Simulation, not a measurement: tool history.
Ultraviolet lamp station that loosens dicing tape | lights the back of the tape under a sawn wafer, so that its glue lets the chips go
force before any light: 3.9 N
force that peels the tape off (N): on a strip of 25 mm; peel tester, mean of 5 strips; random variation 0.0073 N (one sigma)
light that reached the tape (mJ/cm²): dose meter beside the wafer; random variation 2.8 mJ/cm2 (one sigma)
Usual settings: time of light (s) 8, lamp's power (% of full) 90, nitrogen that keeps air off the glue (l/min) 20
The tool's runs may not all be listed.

| run | hour | time of light (s) | lamp's power (% of full) | nitrogen that keeps air off the glue (l/min) | force that peels the tape off (N) | light that reached the tape (mJ/cm²) |
|---|---|---|---|---|---|---|
| 1 | 0 | 8 | 90 | 20 | 0.391 | 327 |
| 2 | 34.8 | 8 | 82 | 20 | 0.469 | 290 |
| 3 | 70 | 8 | 82 | 20 | 0.524 | 286 |
| 4 | 89.8 | 8 | 82 | 20 | 0.505 | 280 |
| 5 | 126.5 | 8 | 90 | 33 | 0.321 | 306 |
| 6 | 155.9 | 8 | 90 | 33 | 0.347 | 301 |
| 7 | 187.9 | 8 | 90 | 33 | 0.352 | 289 |
| 8 | 210.4 | 8 | 90 | 33 | 0.371 | 290 |
| 9 | 235.3 | 8 | 90 | 20 | 0.5 | 287 |
| 10 | 260 | 8 | 90 | 20 | 0.524 | 280 |
| 11 | 290.5 | 6 | 93 | 7 | 1.317 | 214 |
|  | 313.4 | window cleaned of glue's vapour |
| 12 | 325.9 | 16 | 61 | 12 | 0.315 | 428 |
| 13 | 352.9 | 8 | 87 | 20 | 0.461 | 300 |
| 14 | 388.7 | 8 | 87 | 20 | 0.479 | 294 |
| 15 | 415.1 | 8 | 92 | 29 | 0.359 | 307 |
| 16 | 446.1 | 8 | 92 | 29 | 0.355 | 302 |
| 17 | 476.5 | 8 | 92 | 29 | 0.367 | 296 |
| 18 | 497.1 | 8 | 66 | 19 | 0.866 | 209 |
| 19 | 525.4 | 8 | 66 | 19 | 0.894 | 203 |

5 ways to go on from here, each from the tool as it stands after run 19. What would each give?
| A | 560.5 | 7 | 90 | 20 | ? | ? |
| B | 560.5 | 8 | 81 | 9 | ? | ? |
| C | 560.5 | 4 | 71 | 17 | ? | ? |
| D | 560.5 | 5 | 95 | 13 | ? | ? |
| E | 560.5 | 6 | 62 | 39 | ? | ? |

| run | force that peels the tape off (N) | light that reached the tape (mJ/cm²) |
|---|---|---|
| A | 0.693 | 240 |
| B | 0.974 | 247 |
| C | 1.82 | 105 |
| D | 1.175 | 182 |
| E | 1.107 | 141 |
Without the tool's hidden state the same runs would have given:
| run | force that peels the tape off (N) | light that reached the tape (mJ/cm²) |
|---|---|---|
| A | 0.358 | 341 |
| B | 0.568 | 350 |
| C | 1.328 | 151 |
| D | 0.736 | 259 |
| E | 0.666 | 200 |
